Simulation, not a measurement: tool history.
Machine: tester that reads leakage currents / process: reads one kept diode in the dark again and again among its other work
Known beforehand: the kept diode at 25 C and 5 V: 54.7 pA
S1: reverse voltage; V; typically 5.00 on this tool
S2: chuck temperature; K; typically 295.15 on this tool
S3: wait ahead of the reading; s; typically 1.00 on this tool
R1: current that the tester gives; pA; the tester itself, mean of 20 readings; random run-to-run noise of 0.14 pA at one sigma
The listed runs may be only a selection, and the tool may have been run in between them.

Run 1, hour 0.0: usual settings. Result: R1 48.19 pA.
Run 2, hour 46.0: usual settings. Result: R1 48.50 pA.
Run 3, hour 91.3: usual settings. Result: R1 48.34 pA.
Run 4, hour 123.5: usual settings but S1 4.29 V. Result: R1 43.85 pA.
Run 5, hour 154.3: usual settings but S3 3.48 s. Result: R1 47.39 pA.
Run 6, hour 192.4: usual settings but S3 3.48 s. Result: R1 47.91 pA.
Run 7, hour 220.3: usual settings but S3 3.48 s. Result: R1 47.85 pA.
Run 8, hour 278.6: usual settings but S3 3.48 s. Result: R1 48.37 pA.
Run 9, hour 309.8: usual settings but S3 2.34 s. Result: R1 48.50 pA.
Run 10, hour 349.9: usual settings but S3 2.34 s. Result: R1 48.69 pA.
Run 11, hour 391.1: usual settings but S3 2.34 s. Result: R1 48.92 pA.
Run 12, hour 439.9: usual settings but S1 2.88 V. Result: R1 35.12 pA.
Run 13, hour 494.6: usual settings but S1 2.88 V. Result: R1 35.52 pA.
Run 14, hour 544.3: usual settings but S1 2.88 V. Result: R1 35.51 pA.
Run 15, hour 585.5: usual settings but S1 2.88 V. Result: R1 35.79 pA.
Run 16, hour 636.0: usual settings but S1 3.38 V. Result: R1 39.77 pA.
Run 17, hour 686.4: usual settings but S1 6.01 V, S2 298.15 K, S3 0.50 s. Result: R1 76.35 pA.
Run 18, hour 747.0: usual settings but S1 4.10 V, S3 1.97 s. Result: R1 44.80 pA.
Run 19, hour 794.8: usual settings but S1 1.65 V, S2 293.15 K, S3 1.97 s. Result: R1 21.41 pA.
Run 20, hour 853.8: usual settings but S1 1.65 V, S2 293.15 K, S3 1.97 s. Result: R1 21.31 pA.
Run 21, hour 900.5: usual settings but S2 307.15 K. Result: R1 136.09 pA.
Run 22, hour 950.5: usual settings but S1 5.77 V, S2 306.15 K. Result: R1 137.60 pA.
Run 23, hour 976.8: usual settings but S1 5.77 V, S2 306.15 K. Result: R1 138.94 pA.
Run 24, hour 1017.2: usual settings but S2 310.15 K. Result: R1 164.21 pA.
Run 25, hour 1056.3: usual settings but S2 325.15 K, S3 0.30 s. Result: R1 525.72 pA.

Put back what was entered between runs (3 entries, withheld): which listed runs does each sit between, and how does the hidden state differ from the listed run before to the listed run after?
Runs 18 to 19: tester calibrated (hour 752.6)
  stray current of the dirty probe card, pA a volt: 1.129 -> 1.162; current scale over the true one, %: -0.24 -> -0.31; true chuck temperature over the reading, C: 0.73 -> 0.75
  difference, measured minus the result without the unlogged condition, R1: +7.01 -> +3.12 pA
Runs 23 to 24: chuck's temperature calibrated (hour 997.7)
  stray current of the dirty probe card, pA a volt: 1.282 -> 1.31; current scale over the true one, %: -0.38 -> -0.4; true chuck temperature over the reading, C: 0.84 -> 0.05
  difference, measured minus the result without the unlogged condition, R1: +15.72 -> +6.51 pA
Runs 24 to 25: tester calibrated, once more (hour 1033.6)
  stray current of the dirty probe card, pA a volt: 1.31 -> 1.337; current scale over the true one, %: -0.4 -> -0.18; true chuck temperature over the reading, C: 0.05 -> 0.07
  difference, measured minus the result without the unlogged condition, R1: +6.51 -> +8.33 pA

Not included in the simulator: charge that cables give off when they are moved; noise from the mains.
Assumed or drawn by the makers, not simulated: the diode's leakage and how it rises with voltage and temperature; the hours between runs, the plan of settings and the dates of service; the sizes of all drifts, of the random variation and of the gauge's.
